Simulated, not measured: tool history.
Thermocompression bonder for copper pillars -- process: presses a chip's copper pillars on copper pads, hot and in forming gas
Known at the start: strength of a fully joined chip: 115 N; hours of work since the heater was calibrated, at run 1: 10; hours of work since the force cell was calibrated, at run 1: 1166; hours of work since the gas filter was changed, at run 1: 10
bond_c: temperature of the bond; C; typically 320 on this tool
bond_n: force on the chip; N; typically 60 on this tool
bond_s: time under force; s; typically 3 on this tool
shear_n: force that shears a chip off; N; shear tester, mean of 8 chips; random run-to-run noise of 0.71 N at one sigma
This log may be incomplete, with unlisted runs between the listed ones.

| run | hour | bond_c | bond_n | bond_s | hours of work since the heater was calibrated | hours of work since the force cell was calibrated | hours of work since the gas filter was changed | shear_n |
|---|---|---|---|---|---|---|---|---|
| 1 | 0.0 | 320 | 60 | 3 | 10 | 1166 | 10 | 70.6 |
| 2 | 80.0 | 320 | 60 | 3 | 64 | 1220 | 64 | 69.4 |
| 3 | 174.5 | 320 | 60 | 3 | 129 | 1284 | 129 | 67.9 |
| 4 | 269.7 | 320 | 60 | 3 | 193 | 1349 | 193 | 68.5 |
| 5 | 350.3 | 320 | 60 | 3 | 248 | 1404 | 248 | 67.4 |
| 6 | 426.3 | 320 | 60 | 3 | 300 | 1456 | 300 | 67.9 |
|  | 443.4 | force cell calibrated |
| 7 | 505.7 | 320 | 60 | 3 | 353 | 42 | 353 | 68.4 |
| 8 | 595.8 | 320 | 60 | 3 | 414 | 104 | 414 | 69.1 |
| 9 | 655.3 | 320 | 60 | 8 | 455 | 144 | 455 | 85.6 |
| 10 | 700.4 | 320 | 60 | 8 | 485 | 175 | 485 | 83.4 |
|  | 706.3 | forming gas filter changed |
| 11 | 746.5 | 320 | 60 | 8 | 517 | 206 | 27 | 91.1 |
| 12 | 810.1 | 320 | 60 | 8 | 560 | 249 | 71 | 92.7 |
| 13 | 874.4 | 320 | 60 | 8 | 604 | 293 | 114 | 90.9 |
| 14 | 958.8 | 320 | 60 | 8 | 661 | 350 | 172 | 90.4 |
| 15 | 1033.7 | 320 | 60 | 2 | 712 | 401 | 223 | 63.8 |
| 16 | 1115.1 | 320 | 60 | 2 | 767 | 457 | 278 | 62.8 |
| 17 | 1177.7 | 320 | 60 | 2 | 810 | 499 | 321 | 62.0 |
| 18 | 1223.0 | 320 | 60 | 2 | 841 | 530 | 352 | 61.8 |
| 19 | 1316.1 | 320 | 38 | 3 | 904 | 593 | 415 | 48.4 |
| 20 | 1360.9 | 320 | 38 | 3 | 935 | 624 | 445 | 47.6 |
|  | 1431.8 | forming gas filter changed |
| 21 | 1453.2 | 303 | 89 | 2 | 997 | 686 | 15 | 74.9 |
| 22 | 1511.5 | 307 | 77 | 3 | 1037 | 726 | 54 | 79.0 |
| 23 | 1598.9 | 314 | 80 | 3 | 1096 | 786 | 114 | 84.7 |
| 24 | 1654.1 | 320 | 70 | 2 | 1134 | 823 | 151 | 73.2 |
| 25 | 1696.6 | 320 | 70 | 2 | 1163 | 852 | 180 | 72.3 |
| 26 | 1774.7 | 320 | 67 | 4 | 1216 | 905 | 233 | 84.8 |
| 27 | 1839.8 | 320 | 39 | 3 | 1260 | 949 | 278 | 51.8 |
|  | 1887.8 | heater calibrated with a thermocouple chip |
| 28 | 1887.8 | 301 | 36 | 3 | 0 | 981 | 309 | 33.3 |
| 29 | 1935.1 | 301 | 36 | 3 | 32 | 1013 | 341 | 32.5 |
| 30 | 2033.1 | 301 | 36 | 3 | 99 | 1080 | 408 | 32.2 |
| 31 | 2096.5 | 301 | 36 | 3 | 142 | 1123 | 451 | 33.4 |
|  | 2155.3 | forming gas filter changed |
| 32 | 2170.9 | 313 | 74 | 3 | 192 | 1173 | 11 | 76.9 |
| 33 | 2239.6 | 328 | 37 | 4 | 239 | 1220 | 57 | 58.3 |
| 34 | 2323.1 | 328 | 37 | 4 | 296 | 1277 | 114 | 58.6 |
| 35 | 2419.4 | 320 | 73 | 7 | 361 | 1342 | 180 | 94.3 |
| 36 | 2514.0 | 320 | 73 | 7 | 426 | 1407 | 244 | 92.7 |
| 37 | 2582.2 | 320 | 73 | 7 | 472 | 1453 | 290 | 92.1 |
|  | 2601.4 | force cell calibrated |
| 38 | 2623.3 | 344 | 38 | 2 | 499 | 15 | 317 | 55.6 |
| 39 | 2666.0 | 344 | 38 | 2 | 528 | 44 | 346 | 56.8 |

Below are 4 alternative next runs, each starting from the tool's condition after run 39. Predict each:
| A | 2715.2 | 304 | 60 | 2 | 562 | 77 | 380 | ? |
| B | 2715.2 | 331 | 39 | 3 | 562 | 77 | 380 | ? |
| C | 2715.2 | 311 | 38 | 2 | 562 | 77 | 380 | ? |
| D | 2715.2 | 346 | 60 | 3 | 562 | 77 | 380 | ? |

| run | shear_n |
|---|---|
| A | 50.9 |
| B | 55.0 |
| C | 36.8 |
| D | 85.3 |
Without the tool's hidden state the same runs would have given:
| run | shear_n |
|---|---|
| A | 53.2 |
| B | 57.9 |
| C | 38.4 |
| D | 91.1 |
